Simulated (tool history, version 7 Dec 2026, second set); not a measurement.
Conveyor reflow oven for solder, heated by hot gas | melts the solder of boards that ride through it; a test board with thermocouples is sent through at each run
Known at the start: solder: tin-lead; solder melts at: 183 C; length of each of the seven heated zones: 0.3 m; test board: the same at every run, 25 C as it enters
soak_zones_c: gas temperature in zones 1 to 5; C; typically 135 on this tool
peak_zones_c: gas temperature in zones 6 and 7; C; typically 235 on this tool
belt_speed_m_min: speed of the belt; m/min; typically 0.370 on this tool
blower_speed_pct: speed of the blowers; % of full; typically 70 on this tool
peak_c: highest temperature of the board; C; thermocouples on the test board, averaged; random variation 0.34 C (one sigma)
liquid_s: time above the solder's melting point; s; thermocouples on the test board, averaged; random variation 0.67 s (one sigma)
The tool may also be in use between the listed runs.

run   hour  soak_zones_c  peak_zones_c  belt_speed_m_min  blower_speed_pct  peak_c  liquid_s
  1    0.0           135           235             0.370                70   220.6      76.2
  2   25.5           135           235             0.370                70   220.8      77.2
      32.5  -- flux residue cleaned out of gas plates and filters
  3   55.5           135           235             0.370                70   221.1      77.2
  4   71.4           135           235             0.370                70   220.9      77.1
  5   97.9           135           235             0.370                67   220.6      74.6
  6  111.7           125           235             0.370                67   219.2      69.4
  7  127.0           125           235             0.370                67   218.9      70.1
  8  150.7           125           235             0.370                67   218.7      69.8
  9  164.1           135           235             0.370                55   216.8      72.4
 10  185.4           135           235             0.370                55   217.4      70.3
 11  203.9           135           235             0.370                55   217.4      72.0
 12  227.2           135           235             0.370                69   220.9      76.6
 13  245.4           135           235             0.370                69   221.1      76.6
 14  260.5           135           235             0.370                69   220.6      76.6
     285.2  -- flux residue cleaned out of gas plates and filters
 15  291.5           135           235             0.370                69   222.2      77.9
 16  314.1           135           235             0.370                69   222.1      76.7
 17  329.8           135           235             0.370                69   221.6      77.9
     335.5  -- belt drive overhauled, speed set with a stopwatch
 18  352.9           135           235             0.370                69   222.2      78.1
 19  370.2           135           235             0.370                69   222.2      77.3
 20  389.7           135           235             0.370                69   221.7      77.8
 21  411.5           135           234             0.315                83   227.9     101.3
     429.3  -- belt drive overhauled, speed set with a stopwatch, once more
 22  435.2           135           234             0.315                83   227.6      97.3
 23  452.9           135           235             0.386                63   218.9      70.9
 24  467.5           129           225             0.386                63   208.8      56.3
 25  478.5           135           223             0.384                70   210.2      62.3
 26  490.7           135           223             0.315                82   217.9      88.2
 27  504.8           135           223             0.315                82   217.4      88.5
 28  524.7           135           223             0.315                82   216.6      88.2
 29  535.3           125           243             0.391                60   221.8      67.9
     547.0  -- flux residue cleaned out of gas plates and filters
 30  558.1           120           249             0.391                60   227.8      71.3

Below are 4 alternative next runs, each starting from the tool's condition after run 30. Predict each:
  A  582.2           131           241             0.370                70       ?         ?
  B  582.2           139           249             0.330                60       ?         ?
  C  582.2           135           235             0.370                74       ?         ?
  D  582.2           120           225             0.368                60       ?         ?

run  peak_c  liquid_s
  A   227.7      78.8
  B   237.7     100.3
  C   224.0      79.6
  D   208.9      56.5
Without the tool's unlogged condition, the same runs would have read:
run  peak_c  liquid_s
  A   224.9      76.2
  B   234.9      97.7
  C   221.3      76.9
  D   206.2      52.6

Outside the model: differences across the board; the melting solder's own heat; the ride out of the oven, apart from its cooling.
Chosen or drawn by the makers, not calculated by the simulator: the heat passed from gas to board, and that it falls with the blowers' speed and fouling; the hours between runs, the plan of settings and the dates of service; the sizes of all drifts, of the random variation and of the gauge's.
